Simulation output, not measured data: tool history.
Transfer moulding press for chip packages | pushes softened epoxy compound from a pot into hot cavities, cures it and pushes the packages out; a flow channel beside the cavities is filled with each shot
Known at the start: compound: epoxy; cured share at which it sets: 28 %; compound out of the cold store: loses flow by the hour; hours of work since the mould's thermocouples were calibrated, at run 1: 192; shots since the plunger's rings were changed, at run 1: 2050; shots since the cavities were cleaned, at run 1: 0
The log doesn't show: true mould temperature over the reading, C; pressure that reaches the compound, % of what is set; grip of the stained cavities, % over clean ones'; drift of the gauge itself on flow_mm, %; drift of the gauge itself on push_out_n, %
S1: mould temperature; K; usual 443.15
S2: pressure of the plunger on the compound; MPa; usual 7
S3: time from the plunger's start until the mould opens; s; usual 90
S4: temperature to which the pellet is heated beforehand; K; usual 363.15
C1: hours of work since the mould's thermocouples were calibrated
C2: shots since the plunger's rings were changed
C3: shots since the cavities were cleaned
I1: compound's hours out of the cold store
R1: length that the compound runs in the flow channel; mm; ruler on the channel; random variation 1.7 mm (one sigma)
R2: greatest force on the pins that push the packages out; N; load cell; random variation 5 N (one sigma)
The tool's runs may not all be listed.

| run | day | S1 | S2 | S3 | S4 | C1 | C2 | C3 | I1 | R1 | R2 |
|---|---|---|---|---|---|---|---|---|---|---|---|
| 1 | 0 | 443.15 | 7 | 90 | 363.15 | 192 | 2050 | 0 | 36.4 | 464 | 260 |
| 2 | 1.917 | 438.15 | 7 | 90 | 363.15 | 225 | 2660 | 610 | 36.9 | 465 | 420 |
|  | 2.654 | cavities cleaned with cleaning compound and waxed |
| 3 | 4.746 | 438.15 | 7 | 90 | 363.15 | 273 | 3541 | 666 | 8.3 | 545 | 467 |
|  | 5.325 | cavities cleaned with cleaning compound and waxed |
| 4 | 7.683 | 443.15 | 7 | 90 | 363.15 | 323 | 4456 | 750 | 34.2 | 455 | 351 |
|  | 8 | cavities cleaned with cleaning compound and waxed |
|  | 10.579 | cavities cleaned with cleaning compound and waxed |
| 5 | 11.154 | 443.15 | 7 | 90 | 363.15 | 381 | 5522 | 184 | 18.1 | 496 | 306 |
|  | 11.612 | plunger's sealing rings changed |
|  | 13.192 | cavities cleaned with cleaning compound and waxed |
| 6 | 13.317 | 443.15 | 7.85 | 90 | 363.15 | 416 | 523 | 40 | 39.5 | 486 | 279 |
|  | 15.679 | cavities cleaned with cleaning compound and waxed |
| 7 | 16.354 | 443.15 | 6.9 | 90 | 363.15 | 467 | 1470 | 215 | 38 | 459 | 303 |
|  | 18.188 | cavities cleaned with cleaning compound and waxed |
| 8 | 18.396 | 444.15 | 7 | 90 | 363.15 | 502 | 2100 | 66 | 48 | 431 | 263 |
|  | 20.679 | cavities cleaned with cleaning compound and waxed |
| 9 | 21.067 | 444.15 | 7 | 90 | 363.15 | 547 | 2930 | 123 | 22.5 | 494 | 271 |
|  | 23.2 | cavities cleaned with cleaning compound and waxed |
| 10 | 24.579 | 443.15 | 7 | 90 | 363.15 | 607 | 4029 | 439 | 13.8 | 510 | 326 |
|  | 25.742 | cavities cleaned with cleaning compound and waxed |
| 11 | 26.196 | 450.15 | 7 | 74 | 353.15 | 634 | 4523 | 144 | 18.3 | 489 | 285 |
|  | 28.242 | cavities cleaned with cleaning compound and waxed |
| 12 | 28.679 | 450.15 | 5.66 | 74 | 372.15 | 676 | 5294 | 138 | 36.8 | 386 | 276 |
|  | 30 | plunger's sealing rings changed |
|  | 31.008 | cavities cleaned with cleaning compound and waxed |
| 13 | 32.188 | 450.15 | 5.66 | 74 | 372.15 | 734 | 677 | 376 | 10.8 | 483 | 327 |
|  | 33.596 | cavities cleaned with cleaning compound and waxed |
| 14 | 35.171 | 450.15 | 5.66 | 74 | 372.15 | 784 | 1606 | 501 | 25.1 | 439 | 324 |
|  | 36.183 | cavities cleaned with cleaning compound and waxed |
|  | 38.646 | cavities cleaned with cleaning compound and waxed |
| 15 | 38.646 | 437.15 | 7.56 | 122 | 355.15 | 842 | 2674 | 0 | 23.4 | 523 | 248 |
|  | 39.333 | mould's thermocouples calibrated |
|  | 41.292 | cavities cleaned with cleaning compound and waxed |
| 16 | 41.292 | 441.15 | 8.33 | 123 | 361.15 | 33 | 3469 | 0 | 9.1 | 588 | 239 |
|  | 43.8 | cavities cleaned with cleaning compound and waxed |
| 17 | 43.917 | 451.15 | 7 | 122 | 363.15 | 77 | 4284 | 36 | 14 | 510 | 237 |
|  | 46.325 | cavities cleaned with cleaning compound and waxed |
| 18 | 46.55 | 443.15 | 7.24 | 90 | 357.15 | 122 | 5104 | 72 | 36.4 | 457 | 282 |
|  | 48.283 | plunger's sealing rings changed |
| 19 | 48.721 | 443.15 | 7.24 | 90 | 357.15 | 158 | 139 | 729 | 19.9 | 527 | 356 |

Forecast each of these 4 alternatives for the next run:
|  | 48.929 | cavities cleaned with cleaning compound and waxed |
|  | 51.512 | cavities cleaned with cleaning compound and waxed |
| A | 51.871 | 443.15 | 7.24 | 105 | 366.15 | 210 | 1102 | 114 | 27.6 | ? | ? |
|  | 48.929 | cavities cleaned with cleaning compound and waxed |
|  | 51.512 | cavities cleaned with cleaning compound and waxed |
| B | 51.871 | 443.15 | 7 | 74 | 363.15 | 210 | 1102 | 114 | 20.8 | ? | ? |
|  | 48.929 | cavities cleaned with cleaning compound and waxed |
|  | 51.512 | cavities cleaned with cleaning compound and waxed |
| C | 51.871 | 437.15 | 6.28 | 90 | 364.15 | 210 | 1102 | 114 | 25.7 | ? | ? |
|  | 48.929 | cavities cleaned with cleaning compound and waxed |
|  | 51.512 | cavities cleaned with cleaning compound and waxed |
| D | 51.871 | 444.15 | 7.24 | 90 | 373.15 | 210 | 1102 | 114 | 9.8 | ? | ? |

| run | R1 | R2 |
|---|---|---|
| A | 501 | 267 |
| B | 514 | 403 |
| C | 478 | 397 |
| D | 556 | 289 |
Without the tool's hidden state the same runs would have given:
| run | R1 | R2 |
|---|---|---|
| A | 508 | 249 |
| B | 520 | 382 |
| C | 484 | 377 |
| D | 563 | 271 |
